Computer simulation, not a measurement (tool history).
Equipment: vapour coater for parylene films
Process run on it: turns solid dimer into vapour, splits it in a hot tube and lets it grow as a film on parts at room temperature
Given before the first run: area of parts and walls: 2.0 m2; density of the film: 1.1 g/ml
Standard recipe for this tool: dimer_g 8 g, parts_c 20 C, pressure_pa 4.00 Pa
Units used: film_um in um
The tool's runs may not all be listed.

run   hour  dimer_g  parts_c  pressure_pa  film_um
  1    0.0        8       20         4.00     2.79
  2   15.2        8       20         4.00     2.81
  3   22.9        8       20         9.45     2.40
  4   38.9        8       20         9.45     2.39
  5   51.0        8       20         4.00     2.74
  6   64.8        8       20         4.00     2.81
  7   79.2        8       23         4.00     2.44
  8   92.8        8       20         2.42     2.98
  9  110.3        8       20         4.00     2.77
 10  118.8        8       26         4.00     2.06
 11  131.5        8       26         4.00     2.06
 12  143.2        8       26         4.00     2.08
 13  153.5        8       26         4.00     2.03
 14  163.8        8       27         4.00     1.90
 15  181.6        4       30        10.51     0.75
 16  190.6        4       20         4.00     1.36
 17  204.0        8       14         8.54     3.21
 18  222.7        8       14         8.54     3.15
 19  240.1        6       22         8.54     1.72
 20  247.8        8       17         8.47     2.92
 21  259.7        8       17         8.47     3.01
 22  274.6        8       20         7.93     2.52
 23  290.6        5       18         3.16     2.09
 24  300.7        3       22         2.20     1.05

The log once held 2 entries between its listed runs, left out of this copy. Where does each go, and what is different about the tool's unlogged condition between the listed run before it and the listed run after it?
Logged between run 16 and run 17: trap's valve overhauled (hour 196.2)
  vapour lost through the trap's worn valve, %: 4.8 -> 8.1; true temperature of the parts over the reading, C: -0.22 -> -0.23
  measured less the result without the state, film_um: -0.06 -> -0.24 um
Logged between run 18 and run 19: trap's valve overhauled, once more (hour 239.0)
  vapour lost through the trap's worn valve, %: 8.4 -> 0.3; true temperature of the parts over the reading, C: -0.24 -> -0.25
  measured less the result without the state, film_um: -0.25 -> +0.02 um
